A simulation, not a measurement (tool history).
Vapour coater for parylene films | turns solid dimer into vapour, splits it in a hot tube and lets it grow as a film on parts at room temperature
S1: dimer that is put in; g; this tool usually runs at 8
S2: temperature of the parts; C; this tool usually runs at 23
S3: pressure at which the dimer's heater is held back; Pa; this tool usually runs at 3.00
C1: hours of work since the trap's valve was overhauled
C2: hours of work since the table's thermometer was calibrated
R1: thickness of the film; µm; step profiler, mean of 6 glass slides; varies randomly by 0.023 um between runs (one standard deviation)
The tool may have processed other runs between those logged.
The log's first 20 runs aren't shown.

| run | hour | S1 | S2 | S3 | C1 | C2 | R1 |
|---|---|---|---|---|---|---|---|
| 21 | 422.5 | 8 | 23 | 5.19 | 472 | 18 | 1.27 |
| 22 | 450.7 | 4 | 34 | 4.18 | 484 | 30 | 0.49 |
| 23 | 465.1 | 8 | 24 | 5.91 | 490 | 36 | 1.22 |
|  | 493.0 | table's thermometer calibrated, once more |
| 24 | 496.6 | 4 | 20 | 5.91 | 503 | 1 | 0.67 |
| 25 | 521.4 | 4 | 20 | 5.91 | 513 | 12 | 0.69 |
| 26 | 550.0 | 11 | 20 | 5.91 | 525 | 24 | 1.81 |
| 27 | 577.7 | 4 | 17 | 3.00 | 537 | 35 | 0.82 |
| 28 | 609.5 | 8 | 24 | 3.63 | 550 | 48 | 1.29 |
| 29 | 627.2 | 8 | 24 | 3.63 | 557 | 56 | 1.29 |
| 30 | 648.4 | 8 | 24 | 3.63 | 566 | 65 | 1.30 |
| 31 | 670.6 | 8 | 24 | 3.63 | 575 | 74 | 1.23 |
| 32 | 698.7 | 8 | 24 | 3.63 | 587 | 86 | 1.28 |

4 ways to go on from here, each from the tool as it stands after run 32. What would each give?
| A | 728.9 | 7 | 15 | 3.63 | 599 | 98 | ? |
| B | 728.9 | 10 | 22 | 2.40 | 599 | 98 | ? |
| C | 728.9 | 6 | 24 | 3.30 | 599 | 98 | ? |
| D | 728.9 | 8 | 30 | 3.00 | 599 | 98 | ? |

| run | R1 |
|---|---|
| A | 1.41 |
| B | 1.76 |
| C | 0.97 |
| D | 1.10 |
Stripped of hidden state, with their random variation kept, the same runs would have yielded:
| run | R1 |
|---|---|
| A | 1.57 |
| B | 1.96 |
| C | 1.08 |
| D | 1.23 |

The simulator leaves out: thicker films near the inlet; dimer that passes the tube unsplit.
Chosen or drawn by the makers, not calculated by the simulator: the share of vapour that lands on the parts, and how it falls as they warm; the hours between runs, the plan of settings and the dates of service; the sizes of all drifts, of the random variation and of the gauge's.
